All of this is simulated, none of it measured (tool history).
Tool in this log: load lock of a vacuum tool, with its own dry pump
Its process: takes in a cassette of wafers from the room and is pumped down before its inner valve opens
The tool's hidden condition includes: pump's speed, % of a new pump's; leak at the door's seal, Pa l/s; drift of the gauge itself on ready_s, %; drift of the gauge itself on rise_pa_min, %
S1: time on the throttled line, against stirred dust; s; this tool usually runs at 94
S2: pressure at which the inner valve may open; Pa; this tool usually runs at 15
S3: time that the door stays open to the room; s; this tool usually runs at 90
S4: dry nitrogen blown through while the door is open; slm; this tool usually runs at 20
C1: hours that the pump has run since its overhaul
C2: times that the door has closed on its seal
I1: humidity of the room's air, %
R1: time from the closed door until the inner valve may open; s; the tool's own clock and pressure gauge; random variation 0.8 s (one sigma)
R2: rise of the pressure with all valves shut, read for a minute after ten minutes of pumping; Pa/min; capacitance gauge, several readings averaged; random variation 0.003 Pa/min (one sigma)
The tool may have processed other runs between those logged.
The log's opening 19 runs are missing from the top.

Run 20, hour 1209.5: usual settings but S1 54 s, S3 68 s; C1 2041; C2 27252; I1 42.7. Result: R1 141.1 s, R2 0.257 Pa/min.
Run 21, hour 1248.7: usual settings but S2 29 Pa, S3 70 s; C1 2080; C2 27438; I1 46.4. Result: R1 168.3 s, R2 0.254 Pa/min.
Run 22, hour 1304.1: usual settings but S1 180 s, S3 32 s, S4 19 slm; C1 2136; C2 27701; I1 41.2. Result: R1 246.4 s, R2 0.263 Pa/min.
Run 23, hour 1343.6: usual settings but S1 85 s, S2 14 Pa, S4 33 slm; C1 2175; C2 27889; I1 42.5. Result: R1 167.7 s, R2 0.260 Pa/min.
Run 24, hour 1399.5: usual settings but S1 85 s, S2 14 Pa, S4 33 slm; C1 2231; C2 28154; I1 46.2. Result: R1 166.9 s, R2 0.267 Pa/min.
Run 25, hour 1471.9: usual settings but S1 60 s, S3 198 s; C1 2304; C2 28498; I1 44.0. Result: R1 144.9 s, R2 0.296 Pa/min.
Run 26, hour 1513.7: usual settings but S1 109 s, S2 27 Pa, S4 21 slm; C1 2345; C2 28696; I1 44.2. Result: R1 181.3 s, R2 0.279 Pa/min.
Run 27, hour 1574.7: usual settings but S1 109 s, S2 26 Pa, S4 21 slm; C1 2407; C2 28986; I1 46.3. Result: R1 181.5 s, R2 0.275 Pa/min.
Run 28, hour 1625.4: usual settings but S1 55 s, S2 12 Pa, S3 36 s, S4 37 slm; C1 2457; C2 29227; I1 46.5. Result: R1 143.5 s, R2 0.273 Pa/min.
Run 29, hour 1691.5: usual settings but S1 56 s, S3 39 s; C1 2523; C2 29541; I1 45.2. Result: R1 142.6 s, R2 0.281 Pa/min.
Run 30, hour 1780.5: usual settings but S1 56 s, S3 39 s; C1 2612; C2 29963; I1 42.8. Result: R1 142.8 s, R2 0.280 Pa/min.
Run 31, hour 1855.8: usual settings but S1 56 s, S3 39 s; C1 2688; C2 30321; I1 44.8. Result: R1 142.5 s, R2 0.298 Pa/min.
Run 32, hour 1899.9: usual settings but S2 11 Pa, S3 81 s; C1 2732; C2 30530; I1 44.6. Result: R1 177.6 s, R2 0.302 Pa/min.
Run 33, hour 1984.4: usual settings but S1 50 s, S2 25 Pa, S3 81 s; C1 2816; C2 30932; I1 45.4. Result: R1 131.5 s, R2 0.309 Pa/min.
Run 34, hour 2070.3: usual settings but S1 51 s, S2 25 Pa, S3 81 s; C1 2902; C2 31340; I1 43.4. Result: R1 133.1 s, R2 0.313 Pa/min.
Run 35, hour 2158.3: usual settings but S1 51 s, S2 25 Pa, S3 81 s; C1 2990; C2 31758; I1 45.8. Result: R1 132.3 s, R2 0.316 Pa/min.
Run 36, hour 2234.9: usual settings but S1 51 s, S2 25 Pa, S3 81 s; C1 3067; C2 32121; I1 41.4. Result: R1 133.1 s, R2 0.327 Pa/min.
Run 37, hour 2299.5: usual settings but S3 91 s, S4 4 slm; C1 3131; C2 32428; I1 45.0. Result: R1 174.7 s, R2 0.334 Pa/min.

4 options for the next run, each taken on its own from the tool as it stands now. Forecast them:
Run A, hour 2381.8: usual settings but S3 97 s, S4 7 slm; C1 3214; C2 32819; I1 45.9. Result: R1 ?, R2 ?.
Run B, hour 2381.8: usual settings but S3 91 s, S4 9 slm; C1 3214; C2 32819; I1 46.0. Result: R1 ?, R2 ?.
Run C, hour 2381.8: usual settings but S2 10 Pa; C1 3214; C2 32819; I1 46.7. Result: R1 ?, R2 ?.
Run D, hour 2381.8: usual settings but S1 177 s, S3 220 s, S4 22 slm; C1 3214; C2 32819; I1 45.7. Result: R1 ?, R2 ?.

run     R1     R2
  A  175.8  0.350
  B  174.8  0.340
  C  179.1  0.340
  D  247.4  0.354
The same runs, with their run-to-run variation unchanged, on a tool lacking any hidden condition would have given:
run     R1     R2
  A  173.7  0.029
  B  172.7  0.026
  C  176.7  0.022
  D  245.6  0.036
